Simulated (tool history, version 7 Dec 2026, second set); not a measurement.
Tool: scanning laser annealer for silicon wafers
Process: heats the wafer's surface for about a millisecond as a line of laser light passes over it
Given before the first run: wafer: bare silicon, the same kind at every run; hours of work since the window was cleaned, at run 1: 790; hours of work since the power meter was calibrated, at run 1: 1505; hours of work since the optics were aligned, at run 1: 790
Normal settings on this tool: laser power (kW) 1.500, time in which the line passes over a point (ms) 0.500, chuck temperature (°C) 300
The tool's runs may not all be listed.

run,hour,laser power (kW),time in which the line passes over a point (ms),chuck temperature (°C),hours of work since the window was cleaned,hours of work since the power meter was calibrated,hours of work since the optics were aligned,highest temperature of the surface (°C)
1,0.0,1.500,0.500,300,790,1505,790,1037
2,39.9,1.500,0.500,300,808,1523,808,1039
# hour 127.7: window over the wafer cleaned
3,130.2,1.500,0.500,300,1,1565,850,1041
4,185.1,1.500,0.500,300,27,1591,876,1044
5,242.6,1.500,0.500,300,54,1618,903,1039
6,296.8,1.596,0.500,300,80,1644,929,1087
7,373.8,1.596,0.500,300,116,1680,965,1090
8,413.3,1.500,0.500,300,135,1699,984,1039
9,493.2,1.500,0.536,300,173,1737,1022,1072
10,576.0,1.500,0.463,300,212,1776,1061,1011
11,623.4,1.500,0.463,300,234,1798,1083,1009
12,707.9,1.500,0.463,300,274,1838,1123,1012
13,796.6,1.500,0.463,300,316,1880,1165,1013
14,837.3,1.500,0.500,311,335,1899,1184,1052
15,925.6,1.500,0.500,311,377,1941,1226,1051
16,1007.2,1.553,0.500,311,415,1979,1264,1078
17,1086.0,1.553,0.500,311,453,2017,1302,1081
18,1137.3,1.276,0.573,300,477,2041,1326,976
19,1207.1,1.376,0.443,295,510,2074,1359,933
20,1265.2,1.336,0.421,262,537,2101,1386,863
21,1320.2,1.500,0.510,312,563,2127,1412,1062
22,1374.7,1.296,0.500,286,589,2153,1438,923
23,1412.5,1.299,0.358,302,607,2171,1456,840
24,1475.6,1.457,0.375,273,637,2201,1486,891
25,1516.6,1.457,0.507,273,656,2220,1505,999
26,1572.8,1.457,0.507,273,683,2247,1532,996
27,1621.2,1.293,0.382,273,705,2269,1554,825
28,1666.0,1.293,0.382,273,727,2291,1576,828
29,1755.0,1.462,0.376,273,769,2333,1618,893
30,1824.4,1.601,0.500,293,801,2365,1650,1081

Branching from run 30: 3 alternative next runs. What would each branch give?
A,1875.3,1.345,0.514,282,826,2389,1675,?
B,1875.3,1.363,0.440,291,826,2389,1675,?
C,1875.3,1.433,0.455,334,826,2389,1675,?

run,highest temperature of the surface (°C)
A,957
B,916
C,1005
The same runs, with their run-to-run variation unchanged, on a tool lacking any hidden condition would have given:
run,highest temperature of the surface (°C)
A,958
B,917
C,1006

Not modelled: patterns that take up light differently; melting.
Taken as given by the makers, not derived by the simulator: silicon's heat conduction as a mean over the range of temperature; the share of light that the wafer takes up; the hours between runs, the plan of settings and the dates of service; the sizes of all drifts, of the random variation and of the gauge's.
